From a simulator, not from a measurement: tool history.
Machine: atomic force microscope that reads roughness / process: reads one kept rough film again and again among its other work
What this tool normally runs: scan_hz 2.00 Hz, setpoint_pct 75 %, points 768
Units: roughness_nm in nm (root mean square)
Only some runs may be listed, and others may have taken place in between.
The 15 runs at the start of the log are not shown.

run,hour,scan_hz,setpoint_pct,points,pictures with this tip,hours of work since the height scale was calibrated,roughness_nm
16,242.6,2.00,70,768,96,500,0.657
# hour 250.6: new tip fitted
17,264.2,2.00,70,768,16,514,0.684
18,282.3,2.00,70,768,37,526,0.681
19,302.5,2.66,80,859,61,540,0.603
20,316.8,3.82,79,768,77,550,0.552
21,329.0,3.82,79,768,91,558,0.546
# hour 340.1: new tip fitted
22,347.1,0.60,69,707,8,570,0.750
23,366.5,2.74,69,940,30,584,0.663
24,381.6,2.74,69,940,48,594,0.653
25,399.6,1.05,60,751,69,606,0.714
26,409.8,1.05,60,751,80,613,0.712
27,422.3,2.00,84,421,95,622,0.582
# hour 430.1: new tip fitted
28,444.3,2.00,84,421,17,637,0.610
29,455.9,1.17,75,768,30,645,0.697
30,478.7,1.17,79,611,57,660,0.670
31,497.6,1.17,79,611,79,673,0.667
32,509.2,2.49,75,695,92,681,0.615
# hour 519.4: new tip fitted
33,521.0,3.59,61,274,1,689,0.676
34,531.0,1.49,69,416,13,696,0.703
35,547.4,1.49,69,416,32,707,0.684

Branching from run 35: 3 alternative next runs. What would each branch give?
A,561.9,0.92,66,495,49,717,?
B,561.9,2.00,75,387,49,717,?
C,561.9,2.75,70,401,49,717,?

run,roughness_nm
A,0.718
B,0.652
C,0.643
Take away the tool's hidden state, keep each run's random variation, and the runs would have read:
run,roughness_nm
A,0.741
B,0.673
C,0.663
